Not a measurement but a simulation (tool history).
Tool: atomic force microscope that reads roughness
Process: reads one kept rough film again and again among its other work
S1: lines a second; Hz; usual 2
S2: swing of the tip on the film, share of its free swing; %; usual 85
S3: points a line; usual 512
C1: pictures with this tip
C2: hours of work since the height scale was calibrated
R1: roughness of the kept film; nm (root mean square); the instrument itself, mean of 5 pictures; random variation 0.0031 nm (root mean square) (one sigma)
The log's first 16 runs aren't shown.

Run 17, hour 238.5: usual settings but S3 438; C1 135; C2 464. Result: R1 0.53 nm (root mean square).
At hour 244.5: new tip fitted.
Run 18, hour 258.3: usual settings but S3 438; C1 19; C2 473. Result: R1 0.56 nm (root mean square).
Run 19, hour 274.8: usual settings but S3 438; C1 43; C2 481. Result: R1 0.558 nm (root mean square).
Run 20, hour 290.9: usual settings; C1 66; C2 489. Result: R1 0.55 nm (root mean square).
Run 21, hour 305.1: usual settings but S3 269; C1 87; C2 496. Result: R1 0.534 nm (root mean square).
Run 22, hour 323.1: usual settings but S1 1.39 Hz, S2 61 %, S3 1021; C1 113; C2 505. Result: R1 0.574 nm (root mean square).
Run 23, hour 332.7: usual settings but S2 82 %; C1 126; C2 510. Result: R1 0.534 nm (root mean square).
At hour 343.2: new tip fitted.
Run 24, hour 345.8: usual settings but S1 1.69 Hz, S2 67 %, S3 379; C1 3; C2 516. Result: R1 0.592 nm (root mean square).
Run 25, hour 357.3: usual settings but S1 1.69 Hz, S2 70 %, S3 279; C1 20; C2 521. Result: R1 0.582 nm (root mean square).
Run 26, hour 377.9: usual settings but S2 73 %, S3 963; C1 49; C2 531. Result: R1 0.575 nm (root mean square).
Run 27, hour 391.5: usual settings but S2 73 %, S3 963; C1 69; C2 538. Result: R1 0.57 nm (root mean square).
Run 28, hour 405: usual settings but S3 667; C1 88; C2 544. Result: R1 0.544 nm (root mean square).
Run 29, hour 413.9: usual settings but S1 2.62 Hz, S2 90 %, S3 406; C1 101; C2 549. Result: R1 0.507 nm (root mean square).
Run 30, hour 427.5: usual settings but S1 2.66 Hz, S2 89 %, S3 588; C1 121; C2 555. Result: R1 0.512 nm (root mean square).
Run 31, hour 437: usual settings but S1 2.66 Hz, S2 89 %, S3 588; C1 134; C2 560. Result: R1 0.508 nm (root mean square).
At hour 443.2: new tip fitted.
Run 32, hour 456.4: usual settings but S2 59 %, S3 267; C1 19; C2 569. Result: R1 0.587 nm (root mean square).
Run 33, hour 474.7: usual settings but S1 1.68 Hz, S2 59 %, S3 453; C1 46; C2 578. Result: R1 0.593 nm (root mean square).
Run 34, hour 493.5: usual settings but S1 1.68 Hz, S2 59 %, S3 800; C1 73; C2 587. Result: R1 0.586 nm (root mean square).
Run 35, hour 503.1: usual settings but S1 1.51 Hz, S2 63 %, S3 328; C1 86; C2 592. Result: R1 0.575 nm (root mean square).
Run 36, hour 521.1: usual settings but S1 1.11 Hz, S2 72 %, S3 644; C1 112; C2 601. Result: R1 0.571 nm (root mean square).
Run 37, hour 540.1: usual settings but S1 1.11 Hz, S2 72 %, S3 644; C1 140; C2 610. Result: R1 0.558 nm (root mean square).
At hour 542.2: new tip fitted.
Run 38, hour 549.6: usual settings but S1 1.79 Hz, S2 83 %, S3 537; C1 10; C2 614. Result: R1 0.573 nm (root mean square).
Run 39, hour 564.7: usual settings but S1 1.79 Hz, S2 83 %, S3 537; C1 32; C2 622. Result: R1 0.565 nm (root mean square).
Run 40, hour 580.6: usual settings but S1 0.57 Hz, S2 86 %, S3 537; C1 55; C2 629. Result: R1 0.576 nm (root mean square).
Run 41, hour 597.2: usual settings but S1 0.57 Hz, S2 86 %, S3 537; C1 79; C2 637. Result: R1 0.576 nm (root mean square).

3 ways to go on from here, each from the tool as it stands after run 41. What would each give?
Run A, hour 615.1: usual settings but S2 74 %; C1 104; C2 646. Result: R1 ?.
Run B, hour 615.1: usual settings but S1 0.57 Hz, S2 55 %, S3 537; C1 104; C2 646. Result: R1 ?.
Run C, hour 615.1: usual settings but S1 1.21 Hz, S2 64 %; C1 104; C2 646. Result: R1 ?.

run     R1
  A  0.555
  B  0.577
  C  0.575
Without the tool's hidden state the same runs would have given:
run     R1
  A  0.591
  B  0.614
  C  0.611

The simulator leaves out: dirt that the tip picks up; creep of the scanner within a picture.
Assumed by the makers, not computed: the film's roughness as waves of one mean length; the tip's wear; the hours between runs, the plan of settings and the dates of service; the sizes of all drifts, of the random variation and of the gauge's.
